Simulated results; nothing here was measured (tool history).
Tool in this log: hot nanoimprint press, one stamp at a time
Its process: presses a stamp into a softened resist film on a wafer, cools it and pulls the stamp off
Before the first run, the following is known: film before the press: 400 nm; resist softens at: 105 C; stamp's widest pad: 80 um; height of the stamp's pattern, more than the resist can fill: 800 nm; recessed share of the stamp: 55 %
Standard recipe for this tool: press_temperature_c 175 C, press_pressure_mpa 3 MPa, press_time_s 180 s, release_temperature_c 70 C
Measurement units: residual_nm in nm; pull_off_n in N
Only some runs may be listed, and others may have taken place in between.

| run | hour | press_temperature_c | press_pressure_mpa | press_time_s | release_temperature_c | residual_nm | pull_off_n |
|---|---|---|---|---|---|---|---|
| 1 | 0 | 175 | 3 | 180 | 70 | 194.6 | 130 |
| 2 | 10.3 | 175 | 3 | 180 | 70 | 194.8 | 133 |
| 3 | 17.6 | 175 | 3 | 180 | 70 | 194.8 | 140 |
| 4 | 26.5 | 175 | 3 | 180 | 70 | 194.3 | 135 |
|  | 35.2 | stamp cleaned and given a new release coat |
| 5 | 40.6 | 175 | 3 | 160 | 70 | 200.7 | 101 |
| 6 | 45.6 | 175 | 3 | 180 | 70 | 192.8 | 99 |
| 7 | 52.4 | 175 | 3 | 180 | 70 | 193.2 | 102 |
| 8 | 58.6 | 169 | 3.22 | 180 | 69 | 242.8 | 103 |
| 9 | 65.1 | 169 | 3.22 | 180 | 69 | 242.5 | 104 |
| 10 | 72.8 | 169 | 3.22 | 180 | 69 | 240.9 | 103 |
| 11 | 78.7 | 174 | 2.4 | 218 | 76 | 212.7 | 96 |

A few steps of residual_nm between consecutive runs. Split each: what settings, incoming material and random variation would produce without the hidden state, and what is left over for the hidden state, along with gauge scatter present in only one of the two compared results (measured, and without hidden state):
Hidden state at play: true temperature over the reading, C; pressure that arrives at the usual setting, %; grip of the stamp's worn release coat, % over a new coat's; drift of the gauge itself on residual_nm, %; drift of the gauge itself on pull_off_n, %.
Run 7 -> 8: press_temperature_c 175 -> 169, press_pressure_mpa 3 -> 3.22, release_temperature_c 70 -> 69. residual_nm +49.6 nm: hidden state -0.9, all else +50.5.
